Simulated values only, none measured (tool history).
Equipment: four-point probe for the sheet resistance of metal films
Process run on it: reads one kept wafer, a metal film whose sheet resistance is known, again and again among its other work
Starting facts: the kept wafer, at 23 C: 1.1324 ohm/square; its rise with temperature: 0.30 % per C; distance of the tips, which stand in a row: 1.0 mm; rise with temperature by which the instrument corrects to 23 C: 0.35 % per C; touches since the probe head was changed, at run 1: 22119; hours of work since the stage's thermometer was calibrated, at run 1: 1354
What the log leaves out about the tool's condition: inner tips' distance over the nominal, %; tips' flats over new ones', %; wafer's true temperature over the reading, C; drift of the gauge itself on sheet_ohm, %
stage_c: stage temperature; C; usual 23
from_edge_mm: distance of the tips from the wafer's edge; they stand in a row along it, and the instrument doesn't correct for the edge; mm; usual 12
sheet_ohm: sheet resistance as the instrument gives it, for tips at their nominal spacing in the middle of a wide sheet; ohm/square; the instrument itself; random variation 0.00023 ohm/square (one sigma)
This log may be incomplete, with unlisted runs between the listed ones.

run,hour,stage_c,from_edge_mm,touches since the probe head was changed,hours of work since the stage's thermometer was calibrated,sheet_ohm
1,0,23,12,22119,1354,1.136008
2,72.6,23,12,22915,1392,1.136715
3,121.8,23,12,23453,1418,1.136738
4,191,23,12,24212,1455,1.136469
5,259.4,23,12,24961,1491,1.136575
6,316.3,23,12,25585,1521,1.136688
7,362.8,23,12,26094,1546,1.136538
8,405.4,23,12,26561,1568,1.136215
9,469.1,23,8,27259,1602,1.141871
10,545.5,23,8,28096,1642,1.141518
11,636.8,27,12,29097,1691,1.134388
12,682.3,27,51,29595,1715,1.130236
13,732.6,23,12,30147,1741,1.136725
14,811.9,23,12,31015,1783,1.136184
15,877.2,23,12,31731,1818,1.135896
16,935.6,23,12,32371,1848,1.136325
17,983.8,21,22,32900,1874,1.134534
18,1036.8,24,21,33479,1902,1.133013
19,1105.4,34,59,34231,1938,1.126639

Run 20 is up next; what results do you expect?
20,1196,34,59,35224,1986,?

sheet_ohm: 1.12685 ohm/square
With no hidden state in the tool, this same run would have given sheet_ohm 1.126964 ohm/square.

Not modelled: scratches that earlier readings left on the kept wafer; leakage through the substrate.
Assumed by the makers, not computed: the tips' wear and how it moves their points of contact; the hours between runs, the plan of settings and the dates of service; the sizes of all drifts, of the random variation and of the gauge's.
